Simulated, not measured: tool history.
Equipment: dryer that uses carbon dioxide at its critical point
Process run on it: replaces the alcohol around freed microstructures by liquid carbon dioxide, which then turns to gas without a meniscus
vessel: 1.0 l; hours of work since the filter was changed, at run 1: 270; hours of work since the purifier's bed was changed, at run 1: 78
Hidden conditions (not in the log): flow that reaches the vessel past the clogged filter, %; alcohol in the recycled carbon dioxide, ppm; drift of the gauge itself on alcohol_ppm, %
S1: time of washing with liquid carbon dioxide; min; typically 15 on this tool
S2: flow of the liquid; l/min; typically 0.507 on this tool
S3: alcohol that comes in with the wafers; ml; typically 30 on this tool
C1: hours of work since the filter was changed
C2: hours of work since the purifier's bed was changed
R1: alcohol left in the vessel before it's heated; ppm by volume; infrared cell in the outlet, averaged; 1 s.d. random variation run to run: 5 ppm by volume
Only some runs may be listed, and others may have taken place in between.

run 1 hour=0 | S1=15 S2=0.507 S3=30 | C1=270 C2=78 | R1=45
run 2 hour=33.2 | S1=15 S2=0.507 S3=30 | C1=283 C2=90 | R1=40
run 3 hour=93.9 | S1=15 S2=0.435 S3=30 | C1=306 C2=113 | R1=108
run 4 hour=123 | S1=15 S2=0.435 S3=30 | C1=317 C2=124 | R1=120
run 5 hour=179.3 | S1=15 S2=0.435 S3=30 | C1=338 C2=146 | R1=125
run 6 hour=234.3 | S1=15 S2=0.507 S3=30 | C1=359 C2=167 | R1=69
run 7 hour=280.7 | S1=12 S2=0.753 S3=24 | C1=376 C2=184 | R1=26
run 8 hour=326 | S1=12 S2=0.753 S3=24 | C1=394 C2=201 | R1=37
run 9 hour=385.4 | S1=15 S2=0.759 S3=57 | C1=416 C2=224 | R1=28
run 10 hour=443.4 | S1=15 S2=0.759 S3=57 | C1=438 C2=246 | R1=26
run 11 hour=479.7 | S1=15 S2=0.759 S3=57 | C1=452 C2=260 | R1=31

Selected run-to-run steps in R1, each split into two signed amounts: the part the tool would show with no hidden state at all (from settings, incoming material and random variation), and the remainder, which goes to the hidden state together with any gauge scatter not common to the measured and the hidden-state-free results:
Run 2 -> 3: S2 0.507 -> 0.435. R1 +68 ppm by volume: hidden state +30, all else +38.

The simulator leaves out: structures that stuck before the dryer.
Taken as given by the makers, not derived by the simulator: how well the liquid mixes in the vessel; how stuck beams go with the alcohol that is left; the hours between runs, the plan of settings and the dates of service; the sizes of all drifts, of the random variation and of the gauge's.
